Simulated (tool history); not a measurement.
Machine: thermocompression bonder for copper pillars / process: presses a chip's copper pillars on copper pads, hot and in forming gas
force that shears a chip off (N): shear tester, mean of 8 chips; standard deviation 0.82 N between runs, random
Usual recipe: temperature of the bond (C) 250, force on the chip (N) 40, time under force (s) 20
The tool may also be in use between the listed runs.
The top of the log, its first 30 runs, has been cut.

run	hour	temperature of the bond (C)	force on the chip (N)	time under force (s)	hours of work since the heater was calibrated	hours of work since the force cell was calibrated	hours of work since the gas filter was changed	force that shears a chip off (N)
# hour 217.4: force cell calibrated
31	219.2	223	56	17	302	1	277	44.2
32	228.4	276	45	17	308	7	283	86.9
33	233.0	261	36	10	311	10	286	51.8
34	238.4	261	36	10	315	14	289	52.8
35	244.0	250	34	13	318	17	293	45.8
36	248.8	261	40	20	321	20	296	73.0
37	255.9	223	51	32	326	25	301	53.9
38	260.9	224	51	14	329	28	304	38.9
39	265.3	260	33	15	332	31	307	55.7
40	270.7	264	33	15	336	35	310	59.8

Each row is a separate what-if for the run after 40, all from the same tool condition, not one after another. Results?
A	276.5	275	39	15	339	38	314	?
B	276.5	250	56	20	339	38	314	?
C	276.5	257	38	25	339	38	314	?

run	force that shears a chip off (N)
A	75.2
B	74.6
C	70.5
What these runs would have given with no unlogged condition in the tool:
run	force that shears a chip off (N)
A	81.3
B	80.8
C	76.5
